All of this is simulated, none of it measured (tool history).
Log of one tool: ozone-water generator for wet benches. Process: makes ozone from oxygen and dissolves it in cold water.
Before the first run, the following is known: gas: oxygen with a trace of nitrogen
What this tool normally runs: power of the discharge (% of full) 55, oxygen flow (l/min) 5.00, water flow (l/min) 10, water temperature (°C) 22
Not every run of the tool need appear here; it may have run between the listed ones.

run	day	power of the discharge (% of full)	oxygen flow (l/min)	water flow (l/min)	water temperature (°C)	dissolved ozone (ppm)	ozone in the gas ahead of the water (g/m3)
1	0.000	55	5.00	10	22	17.3	150.8
2	1.508	55	5.00	10	22	17.5	151.0
3	2.975	55	5.00	10	22	17.5	152.0
4	4.254	55	5.00	10	22	17.4	151.9
5	5.950	55	5.00	10	22	17.4	151.1
6	7.521	55	5.00	10	22	17.5	150.8
7	8.729	55	5.00	8	22	20.9	150.2
8	11.162	55	5.00	8	22	20.7	151.1
9	13.517	55	5.00	8	22	20.3	150.3
10	15.438	55	5.17	10	22	17.2	147.8
11	17.742	88	5.00	10	22	23.0	202.5
12	19.200	88	5.00	10	22	23.2	202.4
13	21.100	55	5.00	10	22	17.0	151.5
14	22.388	55	5.00	10	22	17.2	150.3
15	24.025	55	5.00	10	22	17.1	150.9
16	25.371	55	5.00	10	22	17.2	151.4
17	26.392	55	5.00	7	22	22.0	151.0
18	28.012	55	3.66	7	17	24.8	168.6
19	29.504	55	2.93	7	17	24.5	182.5
20	31.438	55	2.93	7	17	24.6	180.6
21	32.642	76	7.34	9	22	22.3	160.2
22	34.250	76	7.34	9	22	22.6	159.9
23	35.996	61	3.20	7	21	23.9	188.9
24	37.654	83	8.01	12	16	21.6	164.7
25	39.979	57	5.00	10	18	19.0	152.4
26	41.267	55	3.20	8	22	19.9	174.9
27	42.908	55	3.20	8	22	20.1	174.8
28	44.692	71	6.34	8	26	21.2	162.9
29	45.954	71	6.34	8	26	21.0	162.3
30	47.254	89	5.47	13	16	20.6	194.5
31	49.217	71	6.84	8	23	22.2	155.9
32	50.938	55	3.10	9	22	18.0	175.7
# day 52.042: water thermometer calibrated
33	52.396	42	5.45	12	30	10.6	124.0
34	53.771	42	5.45	12	30	10.8	123.8

Below are 3 alternative next runs, each starting from the tool's condition after run 34. Predict each:
A	55.612	42	5.45	12	17	?	?
B	55.612	55	5.00	11	22	?	?
C	55.612	42	5.45	10	30	?	?

run	dissolved ozone (ppm)	ozone in the gas ahead of the water (g/m3)
A	13.5	122.0
B	15.6	150.7
C	12.0	124.1
Had the tool no hidden state, the same runs would have come out as:
run	dissolved ozone (ppm)	ozone in the gas ahead of the water (g/m3)
A	15.3	124.1
B	17.6	153.8
C	13.5	126.1

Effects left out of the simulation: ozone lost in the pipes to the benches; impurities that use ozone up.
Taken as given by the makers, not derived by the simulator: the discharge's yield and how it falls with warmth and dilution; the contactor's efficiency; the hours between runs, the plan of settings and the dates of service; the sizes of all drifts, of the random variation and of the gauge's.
